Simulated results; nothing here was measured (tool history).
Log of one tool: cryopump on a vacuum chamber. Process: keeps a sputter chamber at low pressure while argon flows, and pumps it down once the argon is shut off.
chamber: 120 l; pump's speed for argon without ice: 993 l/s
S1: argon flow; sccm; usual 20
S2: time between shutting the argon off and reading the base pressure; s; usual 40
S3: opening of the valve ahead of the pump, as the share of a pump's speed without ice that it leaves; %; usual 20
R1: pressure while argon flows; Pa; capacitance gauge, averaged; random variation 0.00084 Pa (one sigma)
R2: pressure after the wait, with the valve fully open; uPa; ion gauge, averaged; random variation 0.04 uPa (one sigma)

Run 1, hour 0.0: usual settings. Result: R1 0.1829 Pa, R2 6.40 uPa.
Run 2, hour 65.2: usual settings. Result: R1 0.1847 Pa, R2 6.43 uPa.
Run 3, hour 159.5: usual settings. Result: R1 0.1864 Pa, R2 6.87 uPa.
Run 4, hour 230.5: usual settings but S2 110 s. Result: R1 0.1874 Pa, R2 5.65 uPa.
At hour 293.9: pump warmed up, emptied and cooled again.
Run 5, hour 296.4: usual settings but S3 23 %. Result: R1 0.1496 Pa, R2 5.60 uPa.
Run 6, hour 371.1: usual settings but S3 23 %. Result: R1 0.1504 Pa, R2 5.56 uPa.
Run 7, hour 424.1: usual settings but S3 23 %. Result: R1 0.1506 Pa, R2 5.77 uPa.
Run 8, hour 470.3: usual settings but S2 221 s, S3 23 %. Result: R1 0.1499 Pa, R2 4.13 uPa.
Run 9, hour 524.2: usual settings but S2 221 s, S3 23 %. Result: R1 0.1510 Pa, R2 4.24 uPa.
Run 10, hour 612.1: usual settings but S2 221 s, S3 23 %. Result: R1 0.1523 Pa, R2 4.46 uPa.
Run 11, hour 651.1: usual settings but S2 221 s, S3 23 %. Result: R1 0.1528 Pa, R2 4.54 uPa.
At hour 675.1: leaking fittings of the chamber tightened, without venting.
Run 12, hour 695.8: usual settings but S2 221 s, S3 23 %. Result: R1 0.1526 Pa, R2 0.79 uPa.
Run 13, hour 753.5: usual settings but S2 221 s, S3 23 %. Result: R1 0.1535 Pa, R2 0.84 uPa.
Run 14, hour 806.0: usual settings but S2 221 s, S3 23 %. Result: R1 0.1552 Pa, R2 0.90 uPa.
Run 15, hour 847.8: usual settings but S2 221 s, S3 23 %. Result: R1 0.1565 Pa, R2 0.98 uPa.
Run 16, hour 941.3: usual settings but S2 221 s, S3 23 %. Result: R1 0.1556 Pa, R2 1.09 uPa.
Run 17, hour 1028.9: usual settings but S2 221 s, S3 23 %. Result: R1 0.1571 Pa, R2 1.25 uPa.
Run 18, hour 1114.5: usual settings but S1 24 sccm, S3 18 %. Result: R1 0.2401 Pa, R2 3.08 uPa.
Run 19, hour 1172.6: usual settings but S2 79 s. Result: R1 0.1813 Pa, R2 2.10 uPa.
Run 20, hour 1217.8: usual settings but S1 39 sccm, S2 293 s, S3 22 %. Result: R1 0.3258 Pa, R2 1.46 uPa.
Run 21, hour 1284.0: usual settings but S1 16 sccm, S2 293 s, S3 22 %. Result: R1 0.1359 Pa, R2 1.58 uPa.
Run 22, hour 1365.8: usual settings but S1 16 sccm, S2 293 s, S3 22 %. Result: R1 0.1371 Pa, R2 1.72 uPa.
Run 23, hour 1436.1: usual settings but S1 26 sccm, S2 240 s. Result: R1 0.2428 Pa, R2 2.02 uPa.
At hour 1488.8: pump warmed up, emptied and cooled again.
Run 24, hour 1536.1: usual settings but S1 26 sccm, S2 240 s. Result: R1 0.2222 Pa, R2 1.56 uPa.
Run 25, hour 1585.4: usual settings but S1 26 sccm, S2 240 s. Result: R1 0.2236 Pa, R2 1.61 uPa.
Run 26, hour 1666.0: usual settings but S1 16 sccm, S2 292 s. Result: R1 0.1377 Pa, R2 1.65 uPa.
Run 27, hour 1713.5: usual settings but S1 17 sccm, S2 20 s, S3 35 %. Result: R1 0.0858 Pa, R2 5.56 uPa.
Run 28, hour 1767.6: usual settings but S1 24 sccm, S2 177 s, S3 29 %. Result: R1 0.1464 Pa, R2 1.99 uPa.
Run 29, hour 1841.4: usual settings but S1 24 sccm, S2 177 s, S3 29 %. Result: R1 0.1454 Pa, R2 2.15 uPa.
Run 30, hour 1893.4: usual settings but S1 24 sccm, S2 177 s, S3 50 %. Result: R1 0.0882 Pa, R2 2.27 uPa.
Run 31, hour 1956.5: usual settings but S1 40 sccm, S2 62 s, S3 50 %. Result: R1 0.1488 Pa, R2 3.22 uPa.
Run 32, hour 2041.5: usual settings but S1 40 sccm, S2 62 s, S3 50 %. Result: R1 0.1513 Pa, R2 3.34 uPa.
Run 33, hour 2095.9: usual settings but S1 10 sccm, S2 35 s, S3 58 %. Result: R1 0.0336 Pa, R2 4.58 uPa.
Run 34, hour 2169.3: usual settings but S1 22 sccm, S2 93 s, S3 58 %. Result: R1 0.0746 Pa, R2 3.11 uPa.

3 ways to go on from here, each from the tool as it stands after run 34. What would each give?
Run A, hour 2237.2: usual settings but S1 24 sccm, S2 52 s. Result: R1 ?, R2 ?.
Run B, hour 2237.2: usual settings but S1 12 sccm. Result: R1 ?, R2 ?.
Run C, hour 2237.2: usual settings but S2 98 s. Result: R1 ?, R2 ?.

run      R1    R2
  A  0.2174  3.93
  B  0.1083  4.48
  C  0.1804  3.24
Without the tool's hidden state the same runs would have given:
run      R1    R2
  A  0.2048  1.83
  B  0.1020  2.35
  C  0.1700  1.12
